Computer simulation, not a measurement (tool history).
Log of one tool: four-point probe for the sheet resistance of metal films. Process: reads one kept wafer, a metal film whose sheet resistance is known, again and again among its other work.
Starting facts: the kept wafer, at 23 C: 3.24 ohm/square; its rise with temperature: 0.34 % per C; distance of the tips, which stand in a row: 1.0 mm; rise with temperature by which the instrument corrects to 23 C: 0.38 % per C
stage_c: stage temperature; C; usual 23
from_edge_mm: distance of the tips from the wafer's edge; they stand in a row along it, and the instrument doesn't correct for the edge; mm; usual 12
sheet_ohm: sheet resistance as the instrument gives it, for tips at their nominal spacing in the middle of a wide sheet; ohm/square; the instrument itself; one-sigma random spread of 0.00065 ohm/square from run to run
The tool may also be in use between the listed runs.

{"run": 1, "hour": 0.0, "stage_c": 23, "from_edge_mm": 12, "sheet_ohm": 3.255557}
{"run": 2, "hour": 26.5, "stage_c": 23, "from_edge_mm": 12, "sheet_ohm": 3.255462}
{"run": 3, "hour": 43.9, "stage_c": 23, "from_edge_mm": 12, "sheet_ohm": 3.254727}
{"run": 4, "hour": 70.6, "stage_c": 23, "from_edge_mm": 56, "sheet_ohm": 3.243318}
{"run": 5, "hour": 100.8, "stage_c": 23, "from_edge_mm": 56, "sheet_ohm": 3.24404}
{"run": 6, "hour": 126.6, "stage_c": 23, "from_edge_mm": 61, "sheet_ohm": 3.244399}
{"run": 7, "hour": 142.6, "stage_c": 21, "from_edge_mm": 12, "sheet_ohm": 3.259019}
{"run": 8, "hour": 162.9, "stage_c": 28, "from_edge_mm": 12, "sheet_ohm": 3.248863}
{"run": 9, "hour": 182.4, "stage_c": 28, "from_edge_mm": 12, "sheet_ohm": 3.248841}
{"hour": 185.6, "done": "stage's thermometer calibrated"}
{"run": 10, "hour": 206.4, "stage_c": 28, "from_edge_mm": 12, "sheet_ohm": 3.249362}
{"run": 11, "hour": 235.5, "stage_c": 23, "from_edge_mm": 12, "sheet_ohm": 3.256998}
{"run": 12, "hour": 253.5, "stage_c": 29, "from_edge_mm": 6, "sheet_ohm": 3.283488}
{"run": 13, "hour": 285.7, "stage_c": 32, "from_edge_mm": 14, "sheet_ohm": 3.240973}
{"hour": 313.5, "done": "stage's thermometer calibrated, once more"}
{"run": 14, "hour": 317.2, "stage_c": 32, "from_edge_mm": 14, "sheet_ohm": 3.238117}
{"run": 15, "hour": 338.1, "stage_c": 32, "from_edge_mm": 8, "sheet_ohm": 3.256895}
{"run": 16, "hour": 356.1, "stage_c": 18, "from_edge_mm": 4, "sheet_ohm": 3.353159}
{"run": 17, "hour": 384.1, "stage_c": 31, "from_edge_mm": 12, "sheet_ohm": 3.242591}
{"run": 18, "hour": 399.8, "stage_c": 32, "from_edge_mm": 3, "sheet_ohm": 3.410854}
{"run": 19, "hour": 419.2, "stage_c": 32, "from_edge_mm": 3, "sheet_ohm": 3.411296}
{"run": 20, "hour": 435.1, "stage_c": 23, "from_edge_mm": 6, "sheet_ohm": 3.289557}
{"run": 21, "hour": 453.9, "stage_c": 23, "from_edge_mm": 6, "sheet_ohm": 3.289738}
{"run": 22, "hour": 482.3, "stage_c": 21, "from_edge_mm": 9, "sheet_ohm": 3.264939}

Below are 5 alternative next runs, each starting from the tool's condition after run 22. Predict each:
{"run": "A", "hour": 510.6, "stage_c": 18, "from_edge_mm": 3, "sheet_ohm": "?"}
{"run": "B", "hour": 510.6, "stage_c": 18, "from_edge_mm": 60, "sheet_ohm": "?"}
{"run": "C", "hour": 510.6, "stage_c": 22, "from_edge_mm": 34, "sheet_ohm": "?"}
{"run": "D", "hour": 510.6, "stage_c": 19, "from_edge_mm": 68, "sheet_ohm": "?"}
{"run": "E", "hour": 510.6, "stage_c": 21, "from_edge_mm": 37, "sheet_ohm": "?"}

run=A sheet_ohm=3.431955
run=B sheet_ohm=3.250086
run=C sheet_ohm=3.245385
run=D sheet_ohm=3.247829
run=E sheet_ohm=3.246208
The same runs, with their run-to-run variation unchanged, on a tool lacking any hidden condition would have given:
run=A sheet_ohm=3.429996
run=B sheet_ohm=3.248224
run=C sheet_ohm=3.24353
run=D sheet_ohm=3.24597
run=E sheet_ohm=3.244351

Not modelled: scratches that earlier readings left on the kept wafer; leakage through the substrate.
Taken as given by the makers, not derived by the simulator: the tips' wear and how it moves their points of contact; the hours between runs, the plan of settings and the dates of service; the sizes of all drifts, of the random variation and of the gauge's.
